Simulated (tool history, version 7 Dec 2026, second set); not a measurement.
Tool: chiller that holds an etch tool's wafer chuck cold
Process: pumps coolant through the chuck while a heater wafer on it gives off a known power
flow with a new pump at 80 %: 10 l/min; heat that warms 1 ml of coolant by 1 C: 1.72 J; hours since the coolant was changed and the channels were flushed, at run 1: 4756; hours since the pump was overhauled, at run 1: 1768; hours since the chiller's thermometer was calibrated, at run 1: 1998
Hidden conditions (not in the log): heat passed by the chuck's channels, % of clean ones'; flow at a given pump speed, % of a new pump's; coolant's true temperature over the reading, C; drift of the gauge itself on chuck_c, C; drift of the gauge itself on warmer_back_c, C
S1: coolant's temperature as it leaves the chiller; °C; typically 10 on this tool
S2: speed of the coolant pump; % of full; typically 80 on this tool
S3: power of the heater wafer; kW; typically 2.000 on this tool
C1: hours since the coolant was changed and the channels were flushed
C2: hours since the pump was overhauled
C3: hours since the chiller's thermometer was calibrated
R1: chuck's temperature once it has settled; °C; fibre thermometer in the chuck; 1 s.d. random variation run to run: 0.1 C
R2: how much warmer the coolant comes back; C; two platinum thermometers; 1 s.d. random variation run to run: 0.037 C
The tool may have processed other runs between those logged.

{"run": 1, "hour": 0.0, "S1": 10, "S2": 80, "S3": 2.0, "C1": 4756, "C2": 1768, "C3": 1998, "R1": 26.0, "R2": 7.21}
{"run": 2, "hour": 74.5, "S1": 10, "S2": 80, "S3": 2.0, "C1": 4830, "C2": 1842, "C3": 2072, "R1": 26.2, "R2": 7.19}
{"run": 3, "hour": 182.3, "S1": 10, "S2": 80, "S3": 2.0, "C1": 4938, "C2": 1950, "C3": 2180, "R1": 26.2, "R2": 7.28}
{"run": 4, "hour": 342.3, "S1": 10, "S2": 80, "S3": 2.0, "C1": 5098, "C2": 2110, "C3": 2340, "R1": 26.3, "R2": 7.21}
{"run": 5, "hour": 501.4, "S1": 10, "S2": 80, "S3": 2.0, "C1": 5257, "C2": 2269, "C3": 2499, "R1": 26.2, "R2": 7.24}
{"run": 6, "hour": 579.2, "S1": 10, "S2": 80, "S3": 2.0, "C1": 5335, "C2": 2347, "C3": 2577, "R1": 26.3, "R2": 7.24}
{"run": 7, "hour": 663.5, "S1": 10, "S2": 80, "S3": 1.364, "C1": 5419, "C2": 2431, "C3": 2661, "R1": 20.9, "R2": 4.97}
{"run": 8, "hour": 789.0, "S1": 10, "S2": 80, "S3": 1.364, "C1": 5545, "C2": 2557, "C3": 2787, "R1": 21.0, "R2": 4.99}
{"run": 9, "hour": 865.9, "S1": 10, "S2": 80, "S3": 1.364, "C1": 5622, "C2": 2634, "C3": 2864, "R1": 21.2, "R2": 4.96}
{"run": 10, "hour": 994.0, "S1": 10, "S2": 80, "S3": 1.364, "C1": 5750, "C2": 2762, "C3": 2992, "R1": 21.2, "R2": 5.03}
{"run": 11, "hour": 1125.8, "S1": 10, "S2": 80, "S3": 1.364, "C1": 5882, "C2": 2894, "C3": 3124, "R1": 21.2, "R2": 5.0}
{"run": 12, "hour": 1240.1, "S1": 10, "S2": 80, "S3": 1.364, "C1": 5996, "C2": 3008, "C3": 3238, "R1": 21.2, "R2": 5.03}
{"run": 13, "hour": 1394.7, "S1": 7, "S2": 76, "S3": 2.267, "C1": 6151, "C2": 3163, "C3": 3393, "R1": 26.3, "R2": 8.8}
{"run": 14, "hour": 1537.9, "S1": 7, "S2": 76, "S3": 2.267, "C1": 6294, "C2": 3306, "C3": 3536, "R1": 26.5, "R2": 8.89}
{"run": 15, "hour": 1658.7, "S1": 9, "S2": 100, "S3": 1.844, "C1": 6415, "C2": 3427, "C3": 3657, "R1": 22.1, "R2": 5.45}
{"run": 16, "hour": 1739.6, "S1": 9, "S2": 100, "S3": 1.844, "C1": 6495, "C2": 3508, "C3": 3737, "R1": 22.0, "R2": 5.38}
{"run": 17, "hour": 1894.7, "S1": 9, "S2": 100, "S3": 1.844, "C1": 6651, "C2": 3663, "C3": 3892, "R1": 21.9, "R2": 5.45}
{"run": 18, "hour": 2002.5, "S1": 9, "S2": 100, "S3": 1.844, "C1": 6758, "C2": 3770, "C3": 4000, "R1": 22.2, "R2": 5.47}
{"run": 19, "hour": 2139.4, "S1": 9, "S2": 100, "S3": 2.838, "C1": 6895, "C2": 3907, "C3": 4137, "R1": 29.3, "R2": 8.4}
{"run": 20, "hour": 2283.2, "S1": 17, "S2": 63, "S3": 1.673, "C1": 7039, "C2": 4051, "C3": 4281, "R1": 33.5, "R2": 7.86}
{"hour": 2344.4, "done": "chiller's thermometer calibrated"}
{"run": 21, "hour": 2445.3, "S1": 6, "S2": 90, "S3": 2.149, "C1": 7200, "C2": 4212, "C3": 101, "R1": 23.2, "R2": 7.11}
{"run": 22, "hour": 2542.9, "S1": 6, "S2": 90, "S3": 2.149, "C1": 7298, "C2": 4310, "C3": 198, "R1": 23.4, "R2": 7.14}
{"run": 23, "hour": 2633.9, "S1": 15, "S2": 61, "S3": 1.05, "C1": 7389, "C2": 4401, "C3": 289, "R1": 26.3, "R2": 5.18}
{"run": 24, "hour": 2758.1, "S1": 15, "S2": 61, "S3": 1.05, "C1": 7513, "C2": 4525, "C3": 414, "R1": 26.0, "R2": 5.24}

Branching from run 24: 5 alternative next runs. What would each branch give?
{"run": "A", "hour": 2845.6, "S1": 6, "S2": 61, "S3": 1.05, "C1": 7600, "C2": 4613, "C3": 501, "R1": "?", "R2": "?"}
{"run": "B", "hour": 2845.6, "S1": 10, "S2": 80, "S3": 1.048, "C1": 7600, "C2": 4613, "C3": 501, "R1": "?", "R2": "?"}
{"run": "C", "hour": 2845.6, "S1": 15, "S2": 61, "S3": 1.05, "C1": 7600, "C2": 4613, "C3": 501, "R1": "?", "R2": "?"}
{"run": "D", "hour": 2845.6, "S1": 2, "S2": 82, "S3": 1.99, "C1": 7600, "C2": 4613, "C3": 501, "R1": "?", "R2": "?"}
{"run": "E", "hour": 2845.6, "S1": 3, "S2": 67, "S3": 2.486, "C1": 7600, "C2": 4613, "C3": 501, "R1": "?", "R2": "?"}

run=A R1=17.0 R2=5.18
run=B R1=19.1 R2=3.91
run=C R1=26.1 R2=5.21
run=D R1=19.1 R2=7.26
run=E R1=27.6 R2=11.19
Without the tool's unlogged condition, the same runs would have read:
run=A R1=15.5 R2=4.82
run=B R1=17.8 R2=3.64
run=C R1=24.6 R2=4.84
run=D R1=16.7 R2=6.75
run=E R1=24.2 R2=10.41
